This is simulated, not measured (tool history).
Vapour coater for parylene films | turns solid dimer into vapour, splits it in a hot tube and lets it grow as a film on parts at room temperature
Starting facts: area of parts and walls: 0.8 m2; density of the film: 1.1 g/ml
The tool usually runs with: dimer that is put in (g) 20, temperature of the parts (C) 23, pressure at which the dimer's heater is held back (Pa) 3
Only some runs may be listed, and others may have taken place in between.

run	hour	dimer that is put in (g)	temperature of the parts (C)	pressure at which the dimer's heater is held back (Pa)	thickness of the film (um)
1	0	20	23	3	14.37
2	11	20	23	3	14.33
# hour 19: trap's valve overhauled
3	30.2	20	23	3	12.41
4	41.4	20	23	3	12.5
5	58.2	20	23	3	12.54
6	72	23	23	3	14.51
7	81.5	23	23	3	14.35
8	92.8	20	26	3	11.1
# hour 102.4: trap's valve overhauled, once more
9	114.6	20	26	3	14.8
10	130	20	23	3	16.79
11	146.7	20	23	3	16.53
12	158.4	20	29	3	13.35
13	173.8	20	29	3	13.62
14	193.4	20	23	3	16.45
15	211.2	20	23	3	16.48
16	226	20	23	3	16.48
17	234.4	20	23	3	16.33
18	243.1	20	23	3	16.25
19	261.7	20	23	3	16.07
20	280.5	20	23	3	16.28
21	299.1	20	23	3	15.99
22	312.7	20	23	3	15.95
23	324.7	20	23	3	16.04
24	338.2	20	23	3	15.9
25	355.5	22	21	3	18.86
26	365.3	20	21	4.7	15.53
27	379.9	20	19	3	18.14
28	398.3	15	25	7.21	9.27
29	413.1	25	15	7.21	21.73
30	427.4	25	15	7.21	21.61
31	437	31	23	4.21	22.71
32	450.4	9	31	3	5.3
33	468.2	20	23	3	15.29
34	487.3	20	23	3	15.33
35	500.5	20	23	3	15.35
36	520.5	9	22	3	6.95
37	533.5	16	23	6.19	10.45
38	549.9	20	21	3	16.26
39	569.2	20	21	2.85	16.5
40	583.1	20	17	3.68	17.92
41	598.1	15	32	3.01	8.09
42	616.4	15	32	3.01	8.1
43	627	27	25	4.76	16.94
44	645.5	9	27	4.76	5.23
45	655.8	9	27	4.76	5.23
46	666.2	9	33	4.76	4.17
47	676.1	9	33	4.76	4.19

3 ways to go on from here, each from the tool as it stands after run 47. What would each give?
# hour 686.4: trap's valve overhauled
A	695.1	9	33	7.06	?
# hour 686.4: trap's valve overhauled
B	695.1	20	31	5.54	?
# hour 686.4: trap's valve overhauled
C	695.1	9	24	5.14	?

run	thickness of the film (um)
A	4.59
B	11.45
C	6.68
Stripped of hidden state, with their random variation kept, the same runs would have yielded:
run	thickness of the film (um)
A	4.45
B	11.12
C	6.49
